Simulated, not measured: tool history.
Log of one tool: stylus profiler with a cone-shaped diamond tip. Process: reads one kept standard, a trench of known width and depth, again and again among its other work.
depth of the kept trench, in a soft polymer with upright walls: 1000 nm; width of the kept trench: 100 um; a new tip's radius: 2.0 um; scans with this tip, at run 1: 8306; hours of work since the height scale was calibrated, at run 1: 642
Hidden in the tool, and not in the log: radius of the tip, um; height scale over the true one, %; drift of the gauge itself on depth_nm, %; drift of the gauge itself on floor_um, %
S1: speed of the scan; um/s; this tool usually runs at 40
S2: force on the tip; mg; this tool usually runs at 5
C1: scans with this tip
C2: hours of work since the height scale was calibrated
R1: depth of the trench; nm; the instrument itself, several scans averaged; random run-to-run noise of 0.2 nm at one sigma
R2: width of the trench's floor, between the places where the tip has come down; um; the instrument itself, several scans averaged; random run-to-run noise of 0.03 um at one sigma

run 1 day=0 | S1=40 S2=5 | C1=8306 C2=642 | R1=1021.08 R2=95.78
run 2 day=4.692 | S1=40 S2=5 | C1=9355 C2=723 | R1=1021.5 R2=95.74
run 3 day=9.421 | S1=40 S2=5 | C1=10412 C2=805 | R1=1022.19 R2=95.69
run 4 day=11.971 | S1=40 S2=5 | C1=10982 C2=849 | R1=1021.95 R2=95.67
-- day=12.425 height scale calibrated on a step standard
run 5 day=14.854 | S1=40 S2=5 | C1=11621 C2=42 | R1=1023.9 R2=95.64
run 6 day=19.092 | S1=40 S2=5 | C1=12568 C2=115 | R1=1024.28 R2=95.56
run 7 day=22.738 | S1=10 S2=7.51 | C1=13383 C2=178 | R1=1030.31 R2=95.58
-- day=23.454 height scale calibrated on a step standard, once more
run 8 day=24.992 | S1=89 S2=3.59 | C1=13882 C2=27 | R1=1015.54 R2=95.21
run 9 day=27.2 | S1=153 S2=7.17 | C1=14376 C2=65 | R1=1024.73 R2=95.21
run 10 day=31.275 | S1=153 S2=7.17 | C1=15286 C2=135 | R1=1024.91 R2=95.05
run 11 day=35.075 | S1=49 S2=5.69 | C1=16135 C2=201 | R1=1021.31 R2=95.37

Forecast each of these 3 alternatives for the next run:
run A day=38.083 | S1=76 S2=4.18 | C1=16808 C2=253 | R1=? R2=?
run B day=38.083 | S1=18 S2=7.67 | C1=16808 C2=253 | R1=? R2=?
run C day=38.083 | S1=39 S2=3.44 | C1=16808 C2=253 | R1=? R2=?

run=A R1=1017.78 R2=95.18
run=B R1=1026.58 R2=95.36
run=C R1=1015.79 R2=95.28
Take away the tool's hidden state, keep each run's random variation, and the runs would have read:
run=A R1=1016.83 R2=96.29
run=B R1=1025.62 R2=96.47
run=C R1=1014.84 R2=96.39

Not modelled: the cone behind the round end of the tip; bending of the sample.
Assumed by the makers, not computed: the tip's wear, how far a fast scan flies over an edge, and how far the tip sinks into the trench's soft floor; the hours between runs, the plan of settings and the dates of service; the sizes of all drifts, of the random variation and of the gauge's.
